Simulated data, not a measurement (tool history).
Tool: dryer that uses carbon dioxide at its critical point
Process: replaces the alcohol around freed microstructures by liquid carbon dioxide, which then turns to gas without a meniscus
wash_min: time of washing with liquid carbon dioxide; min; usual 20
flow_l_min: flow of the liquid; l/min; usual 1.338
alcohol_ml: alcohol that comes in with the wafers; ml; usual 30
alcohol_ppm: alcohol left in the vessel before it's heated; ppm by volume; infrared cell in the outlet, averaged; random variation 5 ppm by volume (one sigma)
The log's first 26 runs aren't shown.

run 27 hour=528 | wash_min=15 flow_l_min=1.338 alcohol_ml=30 | alcohol_ppm=152
run 28 hour=540.2 | wash_min=31 flow_l_min=1.17 alcohol_ml=95 | alcohol_ppm=33
run 29 hour=559.3 | wash_min=31 flow_l_min=1.17 alcohol_ml=95 | alcohol_ppm=33
run 30 hour=576.1 | wash_min=15 flow_l_min=1.338 alcohol_ml=92 | alcohol_ppm=440
run 31 hour=592.4 | wash_min=30 flow_l_min=2.18 alcohol_ml=21 | alcohol_ppm=32
run 32 hour=606.8 | wash_min=20 flow_l_min=1.01 alcohol_ml=26 | alcohol_ppm=138
run 33 hour=626.9 | wash_min=14 flow_l_min=0.88 alcohol_ml=49 | alcohol_ppm=1134
run 34 hour=645.5 | wash_min=15 flow_l_min=0.88 alcohol_ml=24 | alcohol_ppm=500
run 35 hour=671 | wash_min=16 flow_l_min=1.05 alcohol_ml=80 | alcohol_ppm=800
run 36 hour=692.1 | wash_min=26 flow_l_min=1.98 alcohol_ml=80 | alcohol_ppm=42
run 37 hour=710.5 | wash_min=17 flow_l_min=1.98 alcohol_ml=31 | alcohol_ppm=51
run 38 hour=730.1 | wash_min=13 flow_l_min=1.95 alcohol_ml=22 | alcohol_ppm=84
run 39 hour=743.5 | wash_min=13 flow_l_min=1.95 alcohol_ml=22 | alcohol_ppm=95
run 40 hour=755 | wash_min=18 flow_l_min=0.82 alcohol_ml=22 | alcohol_ppm=365
-- hour=780.9 inlet filter changed
run 41 hour=781.6 | wash_min=12 flow_l_min=1.83 alcohol_ml=104 | alcohol_ppm=260
run 42 hour=802.1 | wash_min=12 flow_l_min=1.55 alcohol_ml=104 | alcohol_ppm=497
run 43 hour=824 | wash_min=26 flow_l_min=1.6 alcohol_ml=49 | alcohol_ppm=58
run 44 hour=846.5 | wash_min=20 flow_l_min=1.338 alcohol_ml=52 | alcohol_ppm=98
run 45 hour=866.6 | wash_min=27 flow_l_min=0.87 alcohol_ml=34 | alcohol_ppm=125
run 46 hour=881.8 | wash_min=27 flow_l_min=0.87 alcohol_ml=34 | alcohol_ppm=113
run 47 hour=899.6 | wash_min=20 flow_l_min=1.338 alcohol_ml=54 | alcohol_ppm=114

4 ways to go on from here, each from the tool as it stands after run 47. What would each give?
run A hour=917.5 | wash_min=20 flow_l_min=1.338 alcohol_ml=43 | alcohol_ppm=?
run B hour=917.5 | wash_min=28 flow_l_min=1.22 alcohol_ml=54 | alcohol_ppm=?
run C hour=917.5 | wash_min=13 flow_l_min=1.98 alcohol_ml=30 | alcohol_ppm=?
run D hour=917.5 | wash_min=27 flow_l_min=1.21 alcohol_ml=37 | alcohol_ppm=?

run=A alcohol_ppm=105
run=B alcohol_ppm=80
run=C alcohol_ppm=97
run=D alcohol_ppm=83
Without the tool's hidden state the same runs would have given:
run=A alcohol_ppm=33
run=B alcohol_ppm=10
run=C alcohol_ppm=28
run=D alcohol_ppm=15
